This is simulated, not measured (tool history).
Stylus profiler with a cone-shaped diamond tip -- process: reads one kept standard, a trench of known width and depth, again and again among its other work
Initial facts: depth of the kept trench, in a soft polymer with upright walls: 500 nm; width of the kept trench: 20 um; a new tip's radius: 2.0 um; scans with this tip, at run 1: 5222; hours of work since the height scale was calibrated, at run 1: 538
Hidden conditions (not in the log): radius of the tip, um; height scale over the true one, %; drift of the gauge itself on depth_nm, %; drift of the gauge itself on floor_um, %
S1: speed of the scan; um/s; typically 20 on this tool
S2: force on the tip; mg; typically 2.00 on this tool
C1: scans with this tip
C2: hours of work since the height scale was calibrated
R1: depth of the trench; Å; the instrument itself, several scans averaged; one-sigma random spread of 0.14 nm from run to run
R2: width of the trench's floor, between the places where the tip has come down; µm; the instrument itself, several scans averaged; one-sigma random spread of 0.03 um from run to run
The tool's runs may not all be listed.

run,day,S1,S2,C1,C2,R1,R2
1,0.000,20,2.00,5222,538,5050.8,16.65
2,0.875,20,2.00,5364,552,5050.0,16.60
3,1.508,11,2.00,5467,563,5051.1,16.65
4,2.638,11,2.00,5650,582,5050.0,16.61
5,3.683,11,2.00,5819,599,5051.7,16.59
6,4.650,29,2.00,5976,615,5049.9,16.48
7,5.404,29,2.00,6098,628,5051.9,16.47
8,6.033,29,2.00,6201,638,5054.8,16.46
9,6.529,29,2.00,6281,647,5052.9,16.43
10,7.296,29,2.00,6405,659,5054.1,16.50
# day 7.408: height scale calibrated on a step standard
11,7.846,29,2.00,6491,7,5060.7,16.36
12,8.388,20,2.00,6579,16,5054.4,16.46
13,9.146,20,2.00,6701,29,5058.6,16.45
# day 10.100: height scale calibrated on a step standard, once more
14,10.279,45,1.59,6882,3,5035.3,16.34
15,11.204,32,1.99,7032,18,5043.3,16.42
16,11.983,30,1.99,7158,31,5038.7,16.34
17,12.562,30,1.99,7252,41,5039.6,16.40
18,13.042,30,1.99,7330,49,5041.3,16.30
19,14.121,19,1.06,7505,67,5028.4,16.35
20,14.592,19,1.06,7581,75,5030.2,16.35
21,15.617,15,1.83,7747,92,5038.0,16.30
22,16.158,7,2.47,7835,101,5046.5,16.41
23,17.054,51,2.00,7980,116,5043.8,16.18
24,17.529,51,2.00,8058,124,5039.9,16.14
25,18.246,20,0.79,8174,136,5025.4,16.25

Alternative continuations, all from the tool just after run 25; predict every row:
A,19.342,60,1.36,8351,154,?,?
B,19.342,20,3.69,8351,154,?,?
C,19.342,18,5.83,8351,154,?,?
D,19.342,10,1.11,8351,154,?,?
E,19.342,20,4.22,8351,154,?,?

run,R1,R2
A,5035.4,16.03
B,5064.8,16.27
C,5084.2,16.29
D,5030.9,16.36
E,5070.4,16.29
What these runs would have given with no unlogged condition in the tool:
run,R1,R2
A,5031.1,17.03
B,5060.4,17.27
C,5079.8,17.29
D,5026.6,17.35
E,5066.0,17.29
